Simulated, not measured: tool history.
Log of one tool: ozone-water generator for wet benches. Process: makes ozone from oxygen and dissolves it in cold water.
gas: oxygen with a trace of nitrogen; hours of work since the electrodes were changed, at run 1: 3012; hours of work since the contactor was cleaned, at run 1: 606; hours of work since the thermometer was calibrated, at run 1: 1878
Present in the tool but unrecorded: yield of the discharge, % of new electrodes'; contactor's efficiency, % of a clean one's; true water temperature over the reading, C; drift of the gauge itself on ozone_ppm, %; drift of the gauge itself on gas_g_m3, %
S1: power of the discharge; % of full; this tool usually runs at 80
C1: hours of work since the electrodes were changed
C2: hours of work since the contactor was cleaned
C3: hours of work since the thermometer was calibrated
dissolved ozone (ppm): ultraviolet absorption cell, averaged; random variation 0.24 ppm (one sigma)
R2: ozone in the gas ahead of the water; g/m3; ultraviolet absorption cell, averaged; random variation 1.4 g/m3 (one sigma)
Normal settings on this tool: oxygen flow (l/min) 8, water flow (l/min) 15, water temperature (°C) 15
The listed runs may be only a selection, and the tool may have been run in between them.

run 1 day=0 | S1=80 oxygen_flow_(l/min)=8 water_flow_(l/min)=15 water_temperature_(°C)=15 | C1=3012 C2=606 C3=1878 | dissolved_ozone_(ppm)=31.1 R2=236.4
run 2 day=3.9 | S1=80 oxygen_flow_(l/min)=8 water_flow_(l/min)=15 water_temperature_(°C)=15 | C1=3087 C2=681 C3=1953 | dissolved_ozone_(ppm)=31.4 R2=236.1
run 3 day=8.925 | S1=80 oxygen_flow_(l/min)=8 water_flow_(l/min)=15 water_temperature_(°C)=15 | C1=3184 C2=777 C3=2050 | dissolved_ozone_(ppm)=30.8 R2=233.6
run 4 day=11.788 | S1=80 oxygen_flow_(l/min)=8 water_flow_(l/min)=15 water_temperature_(°C)=15 | C1=3239 C2=833 C3=2105 | dissolved_ozone_(ppm)=30.5 R2=234.5
run 5 day=15.9 | S1=80 oxygen_flow_(l/min)=6.61 water_flow_(l/min)=15 water_temperature_(°C)=15 | C1=3318 C2=912 C3=2184 | dissolved_ozone_(ppm)=30.5 R2=250.6
run 6 day=21.458 | S1=80 oxygen_flow_(l/min)=8 water_flow_(l/min)=15 water_temperature_(°C)=15 | C1=3425 C2=1018 C3=2290 | dissolved_ozone_(ppm)=30.4 R2=233.2
run 7 day=25.158 | S1=80 oxygen_flow_(l/min)=8 water_flow_(l/min)=14 water_temperature_(°C)=15 | C1=3496 C2=1089 C3=2362 | dissolved_ozone_(ppm)=32.1 R2=232.7
run 8 day=31.533 | S1=80 oxygen_flow_(l/min)=8 water_flow_(l/min)=14 water_temperature_(°C)=15 | C1=3618 C2=1212 C3=2484 | dissolved_ozone_(ppm)=31.7 R2=232.2
run 9 day=36.429 | S1=80 oxygen_flow_(l/min)=8 water_flow_(l/min)=14 water_temperature_(°C)=15 | C1=3712 C2=1306 C3=2578 | dissolved_ozone_(ppm)=31.7 R2=229.8
run 10 day=40.858 | S1=80 oxygen_flow_(l/min)=8 water_flow_(l/min)=15 water_temperature_(°C)=15 | C1=3797 C2=1391 C3=2663 | dissolved_ozone_(ppm)=29.8 R2=228.1
run 11 day=47.221 | S1=80 oxygen_flow_(l/min)=8 water_flow_(l/min)=15 water_temperature_(°C)=15 | C1=3920 C2=1513 C3=2785 | dissolved_ozone_(ppm)=29.8 R2=230
run 12 day=51.738 | S1=80 oxygen_flow_(l/min)=8 water_flow_(l/min)=15 water_temperature_(°C)=17 | C1=4006 C2=1600 C3=2872 | dissolved_ozone_(ppm)=28.5 R2=225.5
run 13 day=56.979 | S1=80 oxygen_flow_(l/min)=5.77 water_flow_(l/min)=15 water_temperature_(°C)=15 | C1=4107 C2=1701 C3=2973 | dissolved_ozone_(ppm)=28.5 R2=258.7
run 14 day=61.012 | S1=80 oxygen_flow_(l/min)=8 water_flow_(l/min)=15 water_temperature_(°C)=15 | C1=4185 C2=1778 C3=3050 | dissolved_ozone_(ppm)=29 R2=224.8
run 15 day=65.383 | S1=80 oxygen_flow_(l/min)=8 water_flow_(l/min)=15 water_temperature_(°C)=15 | C1=4268 C2=1862 C3=3134 | dissolved_ozone_(ppm)=29 R2=227.1
run 16 day=68.146 | S1=74 oxygen_flow_(l/min)=8 water_flow_(l/min)=15 water_temperature_(°C)=15 | C1=4322 C2=1915 C3=3187 | dissolved_ozone_(ppm)=28.2 R2=217.8
run 17 day=70.779 | S1=60 oxygen_flow_(l/min)=8 water_flow_(l/min)=15 water_temperature_(°C)=21 | C1=4372 C2=1966 C3=3238 | dissolved_ozone_(ppm)=22.3 R2=197
run 18 day=77.104 | S1=60 oxygen_flow_(l/min)=8 water_flow_(l/min)=15 water_temperature_(°C)=21 | C1=4494 C2=2087 C3=3360 | dissolved_ozone_(ppm)=22.5 R2=195.7
run 19 day=79.812 | S1=80 oxygen_flow_(l/min)=6.45 water_flow_(l/min)=15 water_temperature_(°C)=15 | C1=4546 C2=2139 C3=3411 | dissolved_ozone_(ppm)=27.8 R2=239.9
run 20 day=83.688 | S1=60 oxygen_flow_(l/min)=5.58 water_flow_(l/min)=11 water_temperature_(°C)=15 | C1=4620 C2=2214 C3=3486 | dissolved_ozone_(ppm)=31.4 R2=224.5
run 21 day=86.517 | S1=60 oxygen_flow_(l/min)=4.76 water_flow_(l/min)=10 water_temperature_(°C)=16 | C1=4674 C2=2268 C3=3540 | dissolved_ozone_(ppm)=32.4 R2=237.2
run 22 day=92.458 | S1=60 oxygen_flow_(l/min)=4.76 water_flow_(l/min)=10 water_temperature_(°C)=16 | C1=4789 C2=2382 C3=3654 | dissolved_ozone_(ppm)=32.5 R2=238.1
run 23 day=96.275 | S1=80 oxygen_flow_(l/min)=6.21 water_flow_(l/min)=20 water_temperature_(°C)=9 | C1=4862 C2=2456 C3=3728 | dissolved_ozone_(ppm)=23.5 R2=239.2
run 24 day=99.433 | S1=62 oxygen_flow_(l/min)=4.86 water_flow_(l/min)=20 water_temperature_(°C)=16 | C1=4923 C2=2516 C3=3788 | dissolved_ozone_(ppm)=18.3 R2=238
run 25 day=105.508 | S1=87 oxygen_flow_(l/min)=4.86 water_flow_(l/min)=20 water_temperature_(°C)=9 | C1=5039 C2=2633 C3=3905 | dissolved_ozone_(ppm)=22.6 R2=272.2
run 26 day=111.446 | S1=45 oxygen_flow_(l/min)=5.11 water_flow_(l/min)=9 water_temperature_(°C)=9 | C1=5153 C2=2747 C3=4019 | dissolved_ozone_(ppm)=34.8 R2=202.7
run 27 day=115.4 | S1=45 oxygen_flow_(l/min)=5.11 water_flow_(l/min)=9 water_temperature_(°C)=9 | C1=5229 C2=2823 C3=4095 | dissolved_ozone_(ppm)=34.9 R2=200.2
run 28 day=119 | S1=45 oxygen_flow_(l/min)=5.11 water_flow_(l/min)=9 water_temperature_(°C)=9 | C1=5298 C2=2892 C3=4164 | dissolved_ozone_(ppm)=34.5 R2=200.6
run 29 day=123.279 | S1=45 oxygen_flow_(l/min)=5.11 water_flow_(l/min)=9 water_temperature_(°C)=9 | C1=5381 C2=2974 C3=4247 | dissolved_ozone_(ppm)=34.2 R2=198.7
run 30 day=127.379 | S1=53 oxygen_flow_(l/min)=11.92 water_flow_(l/min)=10 water_temperature_(°C)=18 | C1=5459 C2=3053 C3=4325 | dissolved_ozone_(ppm)=26.5 R2=153.7
run 31 day=131.838 | S1=43 oxygen_flow_(l/min)=11.92 water_flow_(l/min)=17 water_temperature_(°C)=18 | C1=5545 C2=3139 C3=4411 | dissolved_ozone_(ppm)=17.7 R2=140.3
run 32 day=137.567 | S1=80 oxygen_flow_(l/min)=4.06 water_flow_(l/min)=19 water_temperature_(°C)=20 | C1=5655 C2=3249 C3=4521 | dissolved_ozone_(ppm)=18.7 R2=272.5

Branching from run 32: 4 alternative next runs. What would each branch give?
run A day=141.271 | S1=80 oxygen_flow_(l/min)=8 water_flow_(l/min)=17 water_temperature_(°C)=15 | C1=5726 C2=3320 C3=4592 | dissolved_ozone_(ppm)=? R2=?
run B day=141.271 | S1=65 oxygen_flow_(l/min)=8 water_flow_(l/min)=11 water_temperature_(°C)=15 | C1=5726 C2=3320 C3=4592 | dissolved_ozone_(ppm)=? R2=?
run C day=141.271 | S1=43 oxygen_flow_(l/min)=4.02 water_flow_(l/min)=9 water_temperature_(°C)=15 | C1=5726 C2=3320 C3=4592 | dissolved_ozone_(ppm)=? R2=?
run D day=141.271 | S1=80 oxygen_flow_(l/min)=5.31 water_flow_(l/min)=19 water_temperature_(°C)=20 | C1=5726 C2=3320 C3=4592 | dissolved_ozone_(ppm)=? R2=?

run=A dissolved_ozone_(ppm)=24.1 R2=211.9
run=B dissolved_ozone_(ppm)=30 R2=192.9
run=C dissolved_ozone_(ppm)=29 R2=213.3
run=D dissolved_ozone_(ppm)=19 R2=245.7
The same runs, with their run-to-run variation unchanged, on a tool lacking any hidden condition would have given:
run=A dissolved_ozone_(ppm)=32.5 R2=265.5
run=B dissolved_ozone_(ppm)=39.5 R2=237.1
run=C dissolved_ozone_(ppm)=36.3 R2=251.8
run=D dissolved_ozone_(ppm)=25.8 R2=307.9
